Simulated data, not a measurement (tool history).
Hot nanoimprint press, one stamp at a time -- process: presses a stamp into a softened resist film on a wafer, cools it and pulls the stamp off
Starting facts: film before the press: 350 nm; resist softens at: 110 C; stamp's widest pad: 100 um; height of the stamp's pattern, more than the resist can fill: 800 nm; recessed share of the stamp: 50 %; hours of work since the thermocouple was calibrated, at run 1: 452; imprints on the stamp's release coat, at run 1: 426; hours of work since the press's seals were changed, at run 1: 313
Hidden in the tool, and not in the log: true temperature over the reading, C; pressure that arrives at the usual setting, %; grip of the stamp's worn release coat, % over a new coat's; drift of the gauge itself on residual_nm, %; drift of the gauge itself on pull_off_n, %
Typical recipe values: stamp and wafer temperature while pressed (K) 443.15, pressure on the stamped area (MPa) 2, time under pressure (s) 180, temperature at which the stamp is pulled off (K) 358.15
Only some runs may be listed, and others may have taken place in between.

run,hour,stamp and wafer temperature while pressed (K),pressure on the stamped area (MPa),time under pressure (s),temperature at which the stamp is pulled off (K),hours of work since the thermocouple was calibrated,imprints on the stamp's release coat,hours of work since the press's seals were changed,resist left under the stamp's widest pad (nm),greatest force while the stamp is pulled off (N)
1,0,443.15,2,180,358.15,452,426,313,192.9,107
2,10.9,443.15,2,180,358.15,457,463,319,191.5,110
3,25.9,443.15,2,180,361.15,465,514,326,192.4,104
4,43.9,443.15,2,180,358.15,474,574,335,192.3,114
5,55.2,443.15,2,180,358.15,480,612,341,193.4,115
# hour 63.9: plate thermocouple calibrated
6,78.8,443.15,2,180,358.15,8,682,352,210.7,125
7,98.1,443.15,2,180,358.15,17,747,361,211.1,132
8,108.1,443.15,2,180,358.15,22,780,367,209.1,131
9,120.9,436.15,2,180,358.15,29,824,373,272.6,129
10,141.3,436.15,1.54,180,358.15,39,892,383,291.5,132
11,153.2,436.15,1.54,180,358.15,45,933,390,294.2,133
12,166.1,443.15,2,180,359.15,52,976,396,209.6,130
13,186.5,443.15,2,180,347.15,62,1045,406,208.9,178
14,198.7,443.15,2,180,347.15,69,1086,413,209.5,177
15,213.5,443.15,2,280,358.15,76,1136,420,182.4,140
16,230.2,443.15,2,280,358.15,85,1192,429,179.7,144

Run 17 has not been measured yet. What should we expect?
17,240.6,443.15,1.72,149,358.15,90,1227,434,?,?

resist left under the stamp's widest pad (nm): 232.8
greatest force while the stamp is pulled off (N): 145
Take away the tool's hidden state, keep the run-to-run variation as it was, and the same run would have given resist left under the stamp's widest pad (nm) 234, greatest force while the stamp is pulled off (N) 100.

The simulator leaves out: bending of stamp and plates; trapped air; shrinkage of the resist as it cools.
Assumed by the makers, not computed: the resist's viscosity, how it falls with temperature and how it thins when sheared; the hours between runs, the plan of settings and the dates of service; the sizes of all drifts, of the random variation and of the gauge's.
